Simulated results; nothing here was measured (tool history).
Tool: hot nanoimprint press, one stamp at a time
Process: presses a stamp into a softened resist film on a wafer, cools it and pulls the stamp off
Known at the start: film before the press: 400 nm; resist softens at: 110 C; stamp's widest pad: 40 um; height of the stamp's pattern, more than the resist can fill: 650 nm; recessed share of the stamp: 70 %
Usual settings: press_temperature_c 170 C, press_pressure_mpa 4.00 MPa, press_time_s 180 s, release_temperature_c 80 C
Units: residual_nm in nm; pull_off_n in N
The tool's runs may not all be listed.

| run | hour | press_temperature_c | press_pressure_mpa | press_time_s | release_temperature_c | residual_nm | pull_off_n |
|---|---|---|---|---|---|---|---|
| 1 | 0.0 | 170 | 4.00 | 180 | 80 | 234.0 | 119 |
| 2 | 21.3 | 170 | 4.00 | 180 | 80 | 239.2 | 122 |
| 3 | 34.3 | 170 | 4.00 | 180 | 80 | 236.2 | 122 |
| 4 | 51.1 | 170 | 2.82 | 180 | 80 | 273.7 | 129 |
| 5 | 75.1 | 170 | 2.82 | 180 | 80 | 272.1 | 128 |
| 6 | 97.2 | 170 | 4.00 | 180 | 80 | 238.9 | 115 |
| 7 | 118.6 | 170 | 4.00 | 180 | 80 | 241.6 | 116 |
| 8 | 133.9 | 170 | 4.00 | 180 | 80 | 242.1 | 120 |
| 9 | 154.4 | 170 | 4.00 | 180 | 80 | 238.9 | 120 |
| 10 | 166.7 | 170 | 4.00 | 180 | 80 | 239.7 | 121 |
| 11 | 187.7 | 170 | 4.00 | 238 | 80 | 221.9 | 125 |
| 12 | 197.8 | 170 | 4.00 | 238 | 80 | 222.1 | 120 |
| 13 | 209.3 | 170 | 4.00 | 238 | 80 | 222.4 | 130 |
| 14 | 220.1 | 170 | 2.96 | 180 | 80 | 269.7 | 124 |
| 15 | 239.6 | 170 | 2.96 | 180 | 80 | 268.5 | 130 |
| 16 | 268.5 | 170 | 2.96 | 180 | 80 | 270.5 | 115 |
| 17 | 290.4 | 170 | 2.96 | 180 | 80 | 266.4 | 123 |
| 18 | 314.2 | 170 | 2.96 | 180 | 80 | 271.0 | 120 |
| 19 | 326.1 | 160 | 3.13 | 212 | 80 | 350.6 | 122 |
| 20 | 344.3 | 160 | 2.59 | 212 | 80 | 357.7 | 125 |
| 21 | 361.2 | 160 | 2.59 | 212 | 80 | 358.2 | 123 |
| 22 | 379.0 | 159 | 2.59 | 91 | 85 | 382.6 | 117 |
| 23 | 397.2 | 178 | 4.00 | 140 | 74 | 185.9 | 142 |
| 24 | 427.3 | 178 | 4.00 | 140 | 74 | 176.6 | 126 |
| 25 | 440.7 | 171 | 3.79 | 174 | 76 | 229.9 | 122 |
| 26 | 454.2 | 171 | 3.79 | 174 | 76 | 233.9 | 126 |
| 27 | 471.8 | 171 | 3.79 | 174 | 76 | 234.0 | 123 |
| 28 | 481.8 | 167 | 5.92 | 351 | 80 | 187.0 | 114 |
| 29 | 504.9 | 167 | 2.61 | 169 | 80 | 308.3 | 123 |
| 30 | 524.7 | 164 | 4.44 | 184 | 71 | 289.1 | 137 |

Taken out of this log: 4 entries between the listed runs. Where each belongs, and how the hidden state differs across it:
Between runs 5 and 6: stamp cleaned and given a new release coat (hour 97.2)
  true temperature over the reading, C: -0.39 -> -0.42; pressure that arrives at the usual setting, %: 96.42 -> 96.34; grip of the stamp's worn release coat, % over a new coat's: 12.3 -> 0
  measured less the result without the state, residual_nm: +6.4 -> +7.9 nm; pull_off_n: +14 -> +1 N
Between runs 15 and 16: stamp cleaned and given a new release coat (hour 255.5)
  true temperature over the reading, C: -0.69 -> -0.73; pressure that arrives at the usual setting, %: 95.68 -> 95.58; grip of the stamp's worn release coat, % over a new coat's: 12.8 -> 1.1
  measured less the result without the state, residual_nm: +9.9 -> +10.5 nm; pull_off_n: +16 -> +2 N
Between runs 23 and 24: plate thermocouple calibrated (hour 406.4); stamp cleaned and given a new release coat (hour 417.3)
  true temperature over the reading, C: -0.95 -> 0.13; pressure that arrives at the usual setting, %: 94.98 -> 94.89; grip of the stamp's worn release coat, % over a new coat's: 12.8 -> 0.9
  measured less the result without the state, residual_nm: +12.3 -> +3.3 nm; pull_off_n: +17 -> +1 N
